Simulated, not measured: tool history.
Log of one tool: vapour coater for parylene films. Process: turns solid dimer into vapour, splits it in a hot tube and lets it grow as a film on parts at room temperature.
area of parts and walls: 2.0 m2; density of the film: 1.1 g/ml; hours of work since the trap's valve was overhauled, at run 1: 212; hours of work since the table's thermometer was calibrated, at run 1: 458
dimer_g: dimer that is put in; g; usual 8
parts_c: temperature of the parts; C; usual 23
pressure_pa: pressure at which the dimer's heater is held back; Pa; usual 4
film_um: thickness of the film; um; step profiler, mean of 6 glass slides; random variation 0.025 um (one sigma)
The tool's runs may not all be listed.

run	day	dimer_g	parts_c	pressure_pa	hours of work since the trap's valve was overhauled	hours of work since the table's thermometer was calibrated	film_um
1	0	8	23	4	212	458	1.63
2	0.983	8	23	4	225	471	1.64
# day 1.254: trap's valve overhauled
3	2.138	8	23	4	11	483	1.54
4	2.996	8	23	4	23	495	1.54
5	3.929	8	23	4	35	507	1.51
# day 4.188: trap's valve overhauled, once more
6	4.8	8	23	4	8	516	1.78
7	5.921	8	23	4	22	530	1.73
8	6.729	8	23	4	33	541	1.81
9	7.65	8	23	4	45	553	1.75
10	8.638	8	23	5.34	58	565	1.67
11	9.167	8	23	4	65	572	1.77
12	9.708	8	23	4	72	579	1.74
13	10.317	8	23	4	79	587	1.75
14	11.012	12	23	4	88	596	2.57
15	11.779	12	23	4	98	606	2.6
16	12.562	7	23	4	109	616	1.52
17	13.112	4	23	4	116	623	0.86
18	13.862	4	23	4	125	633	0.88
19	14.854	9	23	4	138	646	1.9
20	15.504	9	23	4	147	654	1.93
21	16.246	9	23	4	156	664	1.9
22	17.121	9	23	4	168	675	1.87
23	17.988	8	23	4	179	687	1.65
24	19.075	8	23	4	193	701	1.68
25	19.825	3	20	7.19	203	710	0.64
26	20.433	3	20	7.19	211	718	0.61
27	21.288	3	20	7.19	222	729	0.61
# day 21.746: trap's valve overhauled
28	22.45	6	20	5.29	9	742	1.45
29	23.004	8	32	8.07	16	750	1.24
30	23.521	8	32	8.07	23	756	1.24
31	24.229	8	32	8.07	32	765	1.23
32	25.338	4	21	10.57	47	780	0.82

Forecast run 33:
33	26.05	4	21	10.57	56	789	?

Run 33 gave film_um 0.84 um.
Without the tool's hidden state the same run would have given film_um 0.86 um.

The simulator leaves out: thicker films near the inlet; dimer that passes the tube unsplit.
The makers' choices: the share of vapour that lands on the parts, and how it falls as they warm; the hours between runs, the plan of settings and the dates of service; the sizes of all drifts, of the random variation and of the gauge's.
